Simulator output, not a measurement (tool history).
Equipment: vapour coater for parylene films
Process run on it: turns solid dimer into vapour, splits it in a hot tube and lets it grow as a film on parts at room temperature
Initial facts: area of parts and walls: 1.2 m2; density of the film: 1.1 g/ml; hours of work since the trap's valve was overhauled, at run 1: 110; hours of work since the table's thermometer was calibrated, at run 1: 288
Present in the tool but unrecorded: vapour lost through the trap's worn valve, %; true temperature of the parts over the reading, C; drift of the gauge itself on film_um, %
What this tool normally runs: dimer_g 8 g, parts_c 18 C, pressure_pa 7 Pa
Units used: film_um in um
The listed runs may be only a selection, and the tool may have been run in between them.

run   hour  dimer_g  parts_c  pressure_pa  hours of work since the trap's valve was overhauled  hours of work since the table's thermometer was calibrated  film_um
  1      0        8       18            7                                                  110                                                         288     4.09
  2   17.5        8       18            7                                                  124                                                         302     4.07
  3   32.6        8       18            7                                                  136                                                         314     4.04
  4   42.3        8       18            7                                                  143                                                         321     4.04
  5   62.1        8       18            7                                                  158                                                         336     4.01
  6   71.8        8       18            7                                                  166                                                         344        4
      77.2  -- trap's valve overhauled
  7   94.4        8       18            7                                                   13                                                         358     3.93
  8  114.7        8       18            7                                                   29                                                         374     3.95
  9  130.3        8       15            7                                                   41                                                         386     4.11
     148.1  -- trap's valve overhauled, once more
 10  152.2        8       15            7                                                    3                                                         400     4.28
 11    167        8       18            7                                                   15                                                         411     4.06
 12  178.6        8       18         3.61                                                   24                                                         420     4.28
 13  195.5        3       12         2.82                                                   37                                                         433     1.79
 14  206.7        5       28         5.84                                                   45                                                         442     2.23
 15  225.5        5       14         3.08                                                   60                                                         456     2.85
 16  242.3        5       14         3.08                                                   73                                                         469     2.87
 17  256.3        4       18         6.37                                                   84                                                         480     2.04
 18  270.7        4       18         6.37                                                   95                                                         491     2.06
 19  288.2        4       18         6.37                                                  108                                                         505     2.05
 20  298.3        9       18         3.79                                                  116                                                         513     4.81
 21  316.4        4       18         2.36                                                  130                                                         527     2.18

Predict each of these 3 candidate next runs independently; none follows another, all start after run 21:
  A   326       10       12         2.75                                                  137                                                         534        ?
  B   326        8       27            7                                                  137                                                         534        ?
  C   326        7       14         3.94                                                  137                                                         534        ?

run  film_um
  A     5.93
  B      3.5
  C     3.94
Take away the tool's hidden state, keep each run's random variation, and the runs would have read:
run  film_um
  A     6.08
  B     3.59
  C     4.04
